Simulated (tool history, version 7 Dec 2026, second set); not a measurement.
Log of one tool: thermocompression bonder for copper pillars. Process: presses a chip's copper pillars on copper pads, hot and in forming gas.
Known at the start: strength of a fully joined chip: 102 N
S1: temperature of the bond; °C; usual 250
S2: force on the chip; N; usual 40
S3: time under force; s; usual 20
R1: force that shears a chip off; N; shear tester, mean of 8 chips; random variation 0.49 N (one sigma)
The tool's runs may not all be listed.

| run | hour | S1 | S2 | S3 | R1 |
|---|---|---|---|---|---|
| 1 | 0 | 250 | 40 | 20 | 52.3 |
| 2 | 41.5 | 257 | 40 | 20 | 56.7 |
| 3 | 81.9 | 250 | 38 | 20 | 50.5 |
| 4 | 121.6 | 250 | 38 | 20 | 49.7 |
| 5 | 167.6 | 250 | 38 | 20 | 50 |
| 6 | 216.3 | 250 | 40 | 20 | 50.8 |
| 7 | 250.5 | 250 | 40 | 20 | 50.2 |
| 8 | 297.3 | 250 | 40 | 57 | 69.9 |
| 9 | 355.5 | 250 | 40 | 57 | 68.7 |
| 10 | 381.9 | 250 | 40 | 27 | 55.7 |
| 11 | 435 | 250 | 40 | 27 | 55.4 |
| 12 | 459.7 | 259 | 54 | 11 | 58.6 |
|  | 463.9 | force cell calibrated |
| 13 | 506.9 | 255 | 50 | 43 | 74.3 |
| 14 | 532 | 255 | 50 | 43 | 74.7 |
|  | 572 | force cell calibrated, once more |
| 15 | 592 | 240 | 30 | 43 | 45.3 |
| 16 | 627.5 | 240 | 30 | 43 | 45.7 |
| 17 | 671.8 | 240 | 25 | 43 | 38.2 |
|  | 709.4 | forming gas filter changed |
| 18 | 709.4 | 240 | 25 | 43 | 41.5 |
| 19 | 733.7 | 240 | 25 | 43 | 41.1 |

Forecast each of these 3 alternatives for the next run:
| A | 775.6 | 240 | 25 | 12 | ? |
| B | 775.6 | 250 | 30 | 20 | ? |
| C | 775.6 | 250 | 46 | 20 | ? |

| run | R1 |
|---|---|
| A | 24.2 |
| B | 41.5 |
| C | 61.9 |
Without the tool's hidden state the same runs would have given:
| run | R1 |
|---|---|
| A | 23.3 |
| B | 40.3 |
| C | 60.5 |
